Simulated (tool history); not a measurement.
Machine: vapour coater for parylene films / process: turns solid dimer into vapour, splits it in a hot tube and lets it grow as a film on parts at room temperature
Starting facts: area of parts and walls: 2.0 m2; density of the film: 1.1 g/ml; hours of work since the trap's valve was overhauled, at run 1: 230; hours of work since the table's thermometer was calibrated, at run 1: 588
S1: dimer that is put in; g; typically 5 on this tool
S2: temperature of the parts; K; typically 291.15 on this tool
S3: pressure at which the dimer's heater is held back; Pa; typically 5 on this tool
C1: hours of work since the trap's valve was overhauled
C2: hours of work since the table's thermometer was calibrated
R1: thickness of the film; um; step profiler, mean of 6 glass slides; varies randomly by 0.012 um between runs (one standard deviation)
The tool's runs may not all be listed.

run   hour  S1      S2     S3   C1   C2    R1
  1      0   5  291.15      5  230  588  1.34
  2   26.3   5  291.15      5  250  607  1.36
  3   44.2   5  291.15      5  263  621  1.33
  4   60.2   5  289.15      5  275  632  1.39
      81.2  -- trap's valve overhauled
  5   84.8   5  289.15      5    3  648  1.45
  6  102.1   5  289.15      5   15  660  1.47
  7  131.6   5  291.15      5   37  682   1.4
  8  146.5   5  292.15  11.84   49  693  1.15
  9  169.8   5  292.15  11.84   66  711  1.14
 10  187.4   5  293.15   2.03   79  724  1.62
 11  213.5   5  296.15      5   98  743  1.26
 12  228.7   5  296.15      5  110  755  1.27
 13  256.7   5  296.15      5  130  775  1.24
 14  273.2   8  296.15  11.15  143  788  1.67

Consider 4 possible next runs. They are alternatives, not a sequence: every one starts from the tool as it was left by run 14. What does each give?
  A  307.9   2  288.15   8.27  168  813   ?
  B  307.9   2  296.15  11.15  168  813   ?
  C  307.9   4  291.15      5  168  813   ?
  D  307.9   8  296.15   4.79  168  813   ?

run    R1
  A  0.51
  B  0.41
  C  1.08
  D  2.01
Without the tool's unlogged condition, the same runs would have read:
run    R1
  A  0.54
  B  0.44
  C  1.14
  D  2.11
